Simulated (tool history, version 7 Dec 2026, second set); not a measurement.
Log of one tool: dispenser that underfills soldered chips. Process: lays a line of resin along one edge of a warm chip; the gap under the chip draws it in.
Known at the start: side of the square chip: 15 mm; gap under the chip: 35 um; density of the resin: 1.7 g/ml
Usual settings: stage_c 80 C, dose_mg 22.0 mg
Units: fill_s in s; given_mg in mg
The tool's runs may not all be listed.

| run | hour | stage_c | dose_mg | fill_s | given_mg |
|---|---|---|---|---|---|
| 1 | 0.0 | 80 | 22.0 | 94.0 | 21.32 |
| 2 | 5.0 | 80 | 22.0 | 111.0 | 21.29 |
| 3 | 8.2 | 80 | 22.0 | 121.8 | 21.16 |
|  | 10.1 | dispensing valve cleaned and set on the balance |
|  | 12.9 | new syringe of resin |
| 4 | 15.3 | 81 | 22.0 | 89.0 | 21.99 |
| 5 | 19.8 | 81 | 22.0 | 104.3 | 22.09 |
| 6 | 25.2 | 81 | 22.0 | 122.6 | 22.07 |
|  | 27.5 | new syringe of resin |
| 7 | 31.1 | 75 | 22.0 | 120.4 | 21.84 |
| 8 | 35.8 | 75 | 22.0 | 140.3 | 21.99 |
| 9 | 41.1 | 80 | 22.0 | 134.9 | 21.77 |
|  | 41.9 | new syringe of resin |
| 10 | 45.3 | 80 | 26.9 | 95.3 | 26.62 |
| 11 | 49.7 | 80 | 26.9 | 111.6 | 26.60 |
| 12 | 54.0 | 80 | 22.0 | 128.4 | 21.65 |
|  | 56.6 | new syringe of resin |
| 13 | 57.1 | 80 | 22.0 | 90.2 | 21.50 |
| 14 | 61.4 | 80 | 22.0 | 102.3 | 21.77 |
| 15 | 66.7 | 80 | 22.0 | 121.3 | 21.59 |
|  | 71.2 | new syringe of resin |
| 16 | 71.4 | 80 | 22.0 | 90.1 | 21.42 |
| 17 | 75.8 | 86 | 22.8 | 79.3 | 22.41 |
| 18 | 79.0 | 91 | 24.6 | 70.9 | 24.09 |
| 19 | 83.4 | 94 | 20.6 | 73.2 | 20.25 |
|  | 85.6 | new syringe of resin |
| 20 | 86.8 | 72 | 22.0 | 128.7 | 21.44 |
| 21 | 90.6 | 78 | 18.9 | 114.5 | 18.55 |
|  | 95.1 | dispensing valve cleaned and set on the balance |
| 22 | 97.6 | 78 | 18.9 | 138.0 | 18.91 |
| 23 | 100.1 | 68 | 24.9 | 230.7 | 24.91 |
|  | 101.5 | new syringe of resin |
| 24 | 104.2 | 71 | 22.0 | 144.0 | 22.01 |
| 25 | 107.0 | 80 | 23.1 | 104.7 | 22.98 |
| 26 | 110.2 | 76 | 19.8 | 144.5 | 19.73 |
|  | 115.9 | new syringe of resin |
| 27 | 116.7 | 87 | 19.9 | 69.5 | 19.82 |
| 28 | 122.4 | 87 | 19.9 | 82.4 | 19.75 |
| 29 | 125.1 | 90 | 19.9 | 79.4 | 19.63 |
|  | 130.3 | new syringe of resin |
| 30 | 130.5 | 74 | 21.1 | 116.0 | 20.89 |
| 31 | 133.6 | 75 | 20.9 | 122.8 | 20.69 |
| 32 | 139.8 | 71 | 25.8 | 173.8 | 25.28 |

4 ways to go on from here, each from the tool as it stands after run 32. What would each give?
|  | 144.7 | new syringe of resin |
| A | 144.7 | 92 | 25.8 | ? | ? |
|  | 144.7 | new syringe of resin |
| B | 144.7 | 71 | 28.2 | ? | ? |
|  | 144.7 | new syringe of resin |
| C | 144.7 | 80 | 23.2 | ? | ? |
|  | 144.7 | new syringe of resin |
| D | 144.7 | 86 | 25.8 | ? | ? |

| run | fill_s | given_mg |
|---|---|---|
| A | 52.1 | 25.16 |
| B | 125.6 | 27.73 |
| C | 87.3 | 22.82 |
| D | 67.8 | 25.38 |
Without the tool's hidden state the same runs would have given:
| run | fill_s | given_mg |
|---|---|---|
| A | 51.5 | 25.56 |
| B | 123.8 | 28.17 |
| C | 86.0 | 23.18 |
| D | 66.9 | 25.78 |
